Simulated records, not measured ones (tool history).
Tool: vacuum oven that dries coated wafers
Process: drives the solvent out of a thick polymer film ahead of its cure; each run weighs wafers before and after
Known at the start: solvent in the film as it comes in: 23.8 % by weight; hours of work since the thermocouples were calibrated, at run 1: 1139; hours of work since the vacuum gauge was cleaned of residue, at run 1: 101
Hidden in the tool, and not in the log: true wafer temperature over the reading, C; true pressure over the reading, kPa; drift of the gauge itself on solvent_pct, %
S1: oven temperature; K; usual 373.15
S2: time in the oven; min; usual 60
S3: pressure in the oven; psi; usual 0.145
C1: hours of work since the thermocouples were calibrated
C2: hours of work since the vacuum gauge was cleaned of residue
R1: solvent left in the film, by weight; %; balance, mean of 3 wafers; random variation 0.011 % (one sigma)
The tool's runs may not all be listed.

run,hour,S1,S2,S3,C1,C2,R1
1,0,373.15,60,0.145,1139,101,2.73
2,6.8,373.15,60,0.145,1145,106,2.75
3,19.2,375.15,60,0.145,1154,116,2.33
4,30.1,375.15,60,0.145,1163,124,2.35
5,41.7,375.15,60,0.202,1172,133,2.47
6,52.5,375.15,60,0.202,1180,141,2.44
7,59.3,373.15,60,0.145,1185,147,2.75
8,71.4,373.15,60,0.145,1194,156,2.75
9,82.1,373.15,60,0.145,1203,164,2.74
10,94.6,373.15,60,0.145,1212,174,2.74
11,105.8,373.15,60,0.145,1221,182,2.74
12,113.9,373.15,60,0.145,1227,189,2.75
13,123.3,358.15,74,0.357,1234,196,5.98
14,128.9,358.15,74,0.357,1239,200,6
15,135.9,358.15,74,0.357,1244,206,6
16,143.7,366.15,54,0.099,1250,212,4.97
17,150.4,381.15,76,0.268,1255,217,1
18,162.8,364.15,60,0.145,1265,226,4.93
19,168.2,377.15,49,0.145,1269,231,2.93
20,179.8,377.15,49,0.145,1278,239,2.95
21,185.4,377.15,49,0.145,1282,244,2.94
22,193.9,363.15,73,0.174,1289,250,4.1
23,201.7,387.15,103,0.074,1295,256,0.15
24,207.1,387.15,103,0.074,1299,260,0.15

4 ways to go on from here, each from the tool as it stands after run 24. What would each give?
A,216.5,386.15,87,0.145,1306,268,?
B,216.5,385.15,76,0.215,1306,268,?
C,216.5,367.15,47,0.113,1306,268,?
D,216.5,359.15,60,0.193,1306,268,?

run,R1
A,0.33
B,0.64
C,5.64
D,6.56
Without the tool's hidden state the same runs would have given:
run,R1
A,0.33
B,0.64
C,5.65
D,6.57
